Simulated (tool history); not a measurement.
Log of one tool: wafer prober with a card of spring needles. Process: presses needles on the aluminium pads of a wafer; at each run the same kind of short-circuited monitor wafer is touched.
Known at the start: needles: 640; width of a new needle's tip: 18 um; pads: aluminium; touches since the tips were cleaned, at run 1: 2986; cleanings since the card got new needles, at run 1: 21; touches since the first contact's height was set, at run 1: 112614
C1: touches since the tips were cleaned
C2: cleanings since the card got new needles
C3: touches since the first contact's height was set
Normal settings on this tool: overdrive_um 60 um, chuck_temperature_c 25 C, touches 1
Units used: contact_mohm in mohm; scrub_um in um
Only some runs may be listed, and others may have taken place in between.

{"run": 1, "hour": 0.0, "overdrive_um": 60, "chuck_temperature_c": 25, "touches": 1, "C1": 2986, "C2": 21, "C3": 112614, "contact_mohm": 237, "scrub_um": 14.53}
{"hour": 4.6, "done": "tips cleaned on abrasive film"}
{"run": 2, "hour": 12.5, "overdrive_um": 60, "chuck_temperature_c": 25, "touches": 1, "C1": 2632, "C2": 22, "C3": 116736, "contact_mohm": 245, "scrub_um": 14.54}
{"hour": 18.4, "done": "tips cleaned on abrasive film"}
{"run": 3, "hour": 28.7, "overdrive_um": 60, "chuck_temperature_c": 25, "touches": 1, "C1": 3422, "C2": 23, "C3": 122067, "contact_mohm": 250, "scrub_um": 14.55}
{"hour": 32.6, "done": "tips cleaned on abrasive film"}
{"run": 4, "hour": 45.7, "overdrive_um": 60, "chuck_temperature_c": 40, "touches": 1, "C1": 4345, "C2": 24, "C3": 127658, "contact_mohm": 252, "scrub_um": 14.46}
{"hour": 46.7, "done": "tips cleaned on abrasive film"}
{"hour": 61.3, "done": "tips cleaned on abrasive film"}
{"run": 5, "hour": 63.8, "overdrive_um": 52, "chuck_temperature_c": 25, "touches": 1, "C1": 844, "C2": 26, "C3": 133609, "contact_mohm": 234, "scrub_um": 12.47}
{"hour": 75.1, "done": "tips cleaned on abrasive film"}
{"run": 6, "hour": 75.1, "overdrive_um": 60, "chuck_temperature_c": 25, "touches": 3, "C1": 0, "C2": 27, "C3": 137313, "contact_mohm": 202, "scrub_um": 14.43}
{"hour": 89.7, "done": "tips cleaned on abrasive film"}
{"run": 7, "hour": 90.6, "overdrive_um": 60, "chuck_temperature_c": 25, "touches": 3, "C1": 296, "C2": 28, "C3": 142400, "contact_mohm": 206, "scrub_um": 14.55}
{"hour": 104.0, "done": "tips cleaned on abrasive film"}
{"run": 8, "hour": 107.3, "overdrive_um": 60, "chuck_temperature_c": 25, "touches": 2, "C1": 1094, "C2": 29, "C3": 147926, "contact_mohm": 217, "scrub_um": 14.4}
{"hour": 118.6, "done": "tips cleaned on abrasive film"}
{"run": 9, "hour": 125.1, "overdrive_um": 60, "chuck_temperature_c": 25, "touches": 2, "C1": 2150, "C2": 30, "C3": 153780, "contact_mohm": 228, "scrub_um": 14.48}
{"hour": 132.9, "done": "tips cleaned on abrasive film"}
{"run": 10, "hour": 137.2, "overdrive_um": 60, "chuck_temperature_c": 25, "touches": 2, "C1": 1428, "C2": 31, "C3": 157765, "contact_mohm": 222, "scrub_um": 14.5}
{"hour": 146.6, "done": "tips cleaned on abrasive film"}
{"run": 11, "hour": 149.7, "overdrive_um": 60, "chuck_temperature_c": 78, "touches": 1, "C1": 1035, "C2": 32, "C3": 161886, "contact_mohm": 238, "scrub_um": 14.41}
{"hour": 161.1, "done": "tips cleaned on abrasive film"}
{"run": 12, "hour": 167.6, "overdrive_um": 60, "chuck_temperature_c": 78, "touches": 1, "C1": 2156, "C2": 33, "C3": 167761, "contact_mohm": 255, "scrub_um": 14.51}
{"hour": 174.9, "done": "tips cleaned on abrasive film"}
{"run": 13, "hour": 182.9, "overdrive_um": 60, "chuck_temperature_c": 25, "touches": 1, "C1": 2659, "C2": 34, "C3": 172812, "contact_mohm": 249, "scrub_um": 14.36}
{"hour": 188.7, "done": "tips cleaned on abrasive film"}
{"run": 14, "hour": 200.5, "overdrive_um": 60, "chuck_temperature_c": 98, "touches": 1, "C1": 3893, "C2": 35, "C3": 178594, "contact_mohm": 263, "scrub_um": 14.39}
{"hour": 203.9, "done": "tips cleaned on abrasive film"}
{"run": 15, "hour": 214.2, "overdrive_um": 60, "chuck_temperature_c": 98, "touches": 1, "C1": 3418, "C2": 36, "C3": 183116, "contact_mohm": 264, "scrub_um": 14.19}
{"hour": 218.1, "done": "tips cleaned on abrasive film"}
{"run": 16, "hour": 223.7, "overdrive_um": 60, "chuck_temperature_c": 98, "touches": 1, "C1": 1868, "C2": 37, "C3": 186236, "contact_mohm": 250, "scrub_um": 14.26}
{"hour": 232.1, "done": "tips cleaned on abrasive film"}
{"run": 17, "hour": 240.9, "overdrive_um": 49, "chuck_temperature_c": 111, "touches": 1, "C1": 2933, "C2": 38, "C3": 191911, "contact_mohm": 288, "scrub_um": 11.56}
{"hour": 246.8, "done": "tips cleaned on abrasive film"}
{"run": 18, "hour": 251.4, "overdrive_um": 49, "chuck_temperature_c": 107, "touches": 3, "C1": 1534, "C2": 39, "C3": 195347, "contact_mohm": 240, "scrub_um": 11.58}
{"hour": 260.5, "done": "tips cleaned on abrasive film"}
{"run": 19, "hour": 267.2, "overdrive_um": 60, "chuck_temperature_c": 27, "touches": 1, "C1": 2228, "C2": 40, "C3": 200548, "contact_mohm": 243, "scrub_um": 14.31}
{"hour": 274.3, "done": "tips cleaned on abrasive film"}
{"run": 20, "hour": 280.5, "overdrive_um": 60, "chuck_temperature_c": 71, "touches": 1, "C1": 2055, "C2": 41, "C3": 204939, "contact_mohm": 253, "scrub_um": 14.24}

Run 21 comes next. What will it give?
{"hour": 288.2, "done": "tips cleaned on abrasive film"}
{"run": 21, "hour": 296.5, "overdrive_um": 60, "chuck_temperature_c": 40, "touches": 2, "C1": 2747, "C2": 42, "C3": 210184, "contact_mohm": "?", "scrub_um": "?"}

For run 21 the tool returned contact_mohm 232 mohm, scrub_um 14.38 um.
On a tool with no hidden condition, and with the same random variation, this run would have come out at contact_mohm 204 mohm, scrub_um 14.98 um.
